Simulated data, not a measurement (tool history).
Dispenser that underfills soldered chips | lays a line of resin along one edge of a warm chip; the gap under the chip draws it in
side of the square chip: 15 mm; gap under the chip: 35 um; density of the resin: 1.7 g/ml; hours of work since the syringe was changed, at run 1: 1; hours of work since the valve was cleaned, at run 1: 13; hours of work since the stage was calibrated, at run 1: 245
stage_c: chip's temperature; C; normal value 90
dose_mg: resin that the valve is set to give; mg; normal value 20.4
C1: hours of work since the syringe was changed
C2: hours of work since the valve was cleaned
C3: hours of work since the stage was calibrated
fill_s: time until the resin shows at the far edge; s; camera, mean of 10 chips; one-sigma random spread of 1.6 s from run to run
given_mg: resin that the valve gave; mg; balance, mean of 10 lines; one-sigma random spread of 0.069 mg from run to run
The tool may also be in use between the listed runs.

Run 1, hour 0.0: usual settings; C1 1; C2 13; C3 245. Result: fill_s 161.7 s, given_mg 20.27 mg.
At hour 11.0: new syringe of resin.
Run 2, hour 11.2: usual settings but stage_c 88 C; C1 0; C2 20; C3 252. Result: fill_s 162.9 s, given_mg 20.20 mg.
Run 3, hour 19.6: usual settings but stage_c 88 C; C1 5; C2 26; C3 257. Result: fill_s 246.1 s, given_mg 20.17 mg.
At hour 23.0: new syringe of resin.
Run 4, hour 27.9: usual settings but stage_c 88 C; C1 3; C2 31; C3 262. Result: fill_s 208.0 s, given_mg 19.96 mg.
Run 5, hour 32.3: usual settings; C1 6; C2 33; C3 265. Result: fill_s 244.6 s, given_mg 20.01 mg.
At hour 34.7: new syringe of resin.
Run 6, hour 41.1: usual settings but stage_c 82 C, dose_mg 23.3 mg; C1 4; C2 39; C3 271. Result: fill_s 261.8 s, given_mg 22.69 mg.
At hour 46.8: new syringe of resin.
Run 7, hour 48.3: usual settings but stage_c 82 C, dose_mg 23.3 mg; C1 1; C2 43; C3 275. Result: fill_s 201.7 s, given_mg 22.72 mg.
Run 8, hour 53.7: usual settings but stage_c 91 C, dose_mg 22.6 mg; C1 4; C2 46; C3 278. Result: fill_s 202.4 s, given_mg 21.96 mg.
At hour 58.6: new syringe of resin.
Run 9, hour 63.1: usual settings but stage_c 86 C, dose_mg 23.2 mg; C1 3; C2 52; C3 284. Result: fill_s 206.5 s, given_mg 22.23 mg.
At hour 70.2: new syringe of resin.
Run 10, hour 70.2: usual settings but dose_mg 24.0 mg; C1 0; C2 57; C3 288. Result: fill_s 152.6 s, given_mg 22.98 mg.

Each row is a separate what-if for the run after 10, all from the same tool condition, not one after another. Results?
Run A, hour 75.7: usual settings but stage_c 89 C, dose_mg 26.2 mg; C1 3; C2 60; C3 292. Result: fill_s ?, given_mg ?.
Run B, hour 75.7: usual settings but dose_mg 19.1 mg; C1 3; C2 60; C3 292. Result: fill_s ?, given_mg ?.
Run C, hour 75.7: usual settings but stage_c 80 C, dose_mg 24.3 mg; C1 3; C2 60; C3 292. Result: fill_s ?, given_mg ?.

run  fill_s  given_mg
  A   200.9     25.04
  B   204.2     18.17
  C   266.4     23.30
Had the tool no hidden state, the same runs would have come out as:
run  fill_s  given_mg
  A   153.0     26.16
  B   154.3     18.99
  C   203.2     24.34
